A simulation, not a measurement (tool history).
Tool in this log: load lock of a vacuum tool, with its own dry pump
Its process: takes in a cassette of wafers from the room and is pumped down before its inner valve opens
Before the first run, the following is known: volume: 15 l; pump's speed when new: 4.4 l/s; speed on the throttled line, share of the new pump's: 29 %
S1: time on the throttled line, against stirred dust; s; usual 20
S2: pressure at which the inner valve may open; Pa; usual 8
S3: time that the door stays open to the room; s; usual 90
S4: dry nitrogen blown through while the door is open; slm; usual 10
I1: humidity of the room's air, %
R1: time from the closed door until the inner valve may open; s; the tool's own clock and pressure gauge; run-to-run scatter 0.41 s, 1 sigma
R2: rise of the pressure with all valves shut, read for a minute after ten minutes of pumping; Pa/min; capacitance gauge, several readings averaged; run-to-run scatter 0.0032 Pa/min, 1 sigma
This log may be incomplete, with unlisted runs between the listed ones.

Run 1, hour 0.0: usual settings; I1 43.2. Result: R1 48.1 s, R2 0.292 Pa/min.
Run 2, hour 318.3: usual settings; I1 44.3. Result: R1 48.4 s, R2 0.304 Pa/min.
Run 3, hour 514.9: usual settings but S4 26 slm; I1 43.5. Result: R1 47.7 s, R2 0.283 Pa/min.
Run 4, hour 953.2: usual settings but S4 26 slm; I1 42.5. Result: R1 48.4 s, R2 0.281 Pa/min.
Run 5, hour 1269.4: usual settings; I1 44.9. Result: R1 47.7 s, R2 0.329 Pa/min.
Run 6, hour 1621.8: usual settings; I1 47.7. Result: R1 48.5 s, R2 0.348 Pa/min.
Run 7, hour 1833.1: usual settings but S4 42 slm; I1 41.6. Result: R1 47.9 s, R2 0.283 Pa/min.
Run 8, hour 2076.7: usual settings but S4 42 slm; I1 44.9. Result: R1 48.4 s, R2 0.293 Pa/min.
Run 9, hour 2299.1: usual settings but S3 224 s; I1 42.8. Result: R1 48.7 s, R2 0.424 Pa/min.
Run 10, hour 2756.4: usual settings but S4 6 slm; I1 45.4. Result: R1 48.1 s, R2 0.383 Pa/min.
Run 11, hour 3032.3: usual settings but S4 6 slm; I1 47.7. Result: R1 49.4 s, R2 0.389 Pa/min.
Run 12, hour 3443.0: usual settings; I1 49.1. Result: R1 48.6 s, R2 0.393 Pa/min.
Run 13, hour 3843.5: usual settings but S4 8 slm; I1 44.6. Result: R1 48.7 s, R2 0.391 Pa/min.
Run 14, hour 4076.9: usual settings but S1 21 s; I1 46.5. Result: R1 49.4 s, R2 0.402 Pa/min.
Run 15, hour 4385.1: usual settings but S1 21 s, S4 22 slm; I1 44.3. Result: R1 49.6 s, R2 0.365 Pa/min.
Run 16, hour 4639.3: usual settings but S1 21 s, S4 22 slm; I1 45.5. Result: R1 49.4 s, R2 0.376 Pa/min.
Run 17, hour 4890.4: usual settings but S1 21 s, S4 22 slm; I1 43.9. Result: R1 49.9 s, R2 0.387 Pa/min.
Run 18, hour 5249.9: usual settings; I1 43.4. Result: R1 48.9 s, R2 0.427 Pa/min.
Run 19, hour 5565.6: usual settings; I1 44.7. Result: R1 49.2 s, R2 0.417 Pa/min.
Run 20, hour 5824.6: usual settings; I1 44.8. Result: R1 49.7 s, R2 0.433 Pa/min.
Run 21, hour 6277.0: usual settings but S2 11 Pa, S3 125 s, S4 6 slm; I1 45.9. Result: R1 48.3 s, R2 0.492 Pa/min.
Run 22, hour 6723.4: usual settings but S4 6 slm; I1 48.6. Result: R1 49.9 s, R2 0.481 Pa/min.
Run 23, hour 7029.0: usual settings but S3 27 s; I1 44.8. Result: R1 50.2 s, R2 0.402 Pa/min.
Run 24, hour 7360.4: usual settings but S3 27 s; I1 45.0. Result: R1 49.6 s, R2 0.414 Pa/min.
Run 25, hour 7669.1: usual settings but S1 36 s, S3 145 s; I1 44.1. Result: R1 61.7 s, R2 0.518 Pa/min.
Run 26, hour 8040.8: usual settings but S1 36 s, S3 145 s; I1 45.1. Result: R1 60.0 s, R2 0.529 Pa/min.
Run 27, hour 8266.0: usual settings but S1 25 s, S2 10 Pa, S3 40 s; I1 46.9. Result: R1 52.6 s, R2 0.455 Pa/min.
Run 28, hour 8713.3: usual settings but S1 26 s, S3 64 s; I1 44.5. Result: R1 54.2 s, R2 0.485 Pa/min.
Run 29, hour 8954.7: usual settings but S1 26 s, S3 64 s; I1 45.1. Result: R1 54.5 s, R2 0.500 Pa/min.
Run 30, hour 9181.2: usual settings but S1 26 s, S2 14 Pa, S3 64 s; I1 47.1. Result: R1 51.5 s, R2 0.494 Pa/min.
Run 31, hour 9606.1: usual settings but S1 26 s, S2 14 Pa, S3 64 s; I1 42.3. Result: R1 52.4 s, R2 0.506 Pa/min.
Run 32, hour 9949.2: usual settings but S1 26 s, S2 14 Pa, S3 64 s; I1 47.8. Result: R1 52.8 s, R2 0.524 Pa/min.
Run 33, hour 10217.5: usual settings but S1 26 s, S2 14 Pa, S3 64 s; I1 45.3. Result: R1 52.7 s, R2 0.530 Pa/min.
Run 34, hour 10492.3: usual settings but S4 8 slm; I1 46.2. Result: R1 51.0 s, R2 0.563 Pa/min.
Run 35, hour 10852.8: usual settings but S1 11 s, S2 16 Pa, S3 50 s; I1 42.9. Result: R1 41.6 s, R2 0.531 Pa/min.
Run 36, hour 11259.1: usual settings but S1 11 s, S2 16 Pa, S3 50 s; I1 42.8. Result: R1 42.1 s, R2 0.557 Pa/min.
Run 37, hour 11574.0: usual settings but S1 16 s, S2 15 Pa, S3 50 s; I1 45.4. Result: R1 45.7 s, R2 0.558 Pa/min.

Below, some changes in R1 between adjacent runs. For each, the amount present without the hidden state too (settings, incoming material, random variation) and the amount remaining for the hidden state with gauge scatter not shared by both compared results:
The tool's hidden condition here consists of: pump's speed, % of a new pump's; leak at the door's seal, Pa l/s; drift of the gauge itself on ready_s, %; drift of the gauge itself on rise_pa_min, %.
Run 24 -> 25: S1 20 -> 36, S3 27 -> 145. R1 +12.1 s: hidden state -0.4, all else +12.5.
Run 26 -> 27: S1 36 -> 25, S2 8 -> 10, S3 145 -> 40. R1 -7.4 s: hidden state +0.4, all else -7.8.
Run 33 -> 34: S1 26 -> 20, S2 14 -> 8, S3 64 -> 90, S4 10 -> 8. R1 -1.7 s: hidden state +0.9, all else -2.6.
Run 34 -> 35: S1 20 -> 11, S2 8 -> 16, S3 90 -> 50, S4 8 -> 10. R1 -9.4 s: hidden state +0.0, all else -9.4.
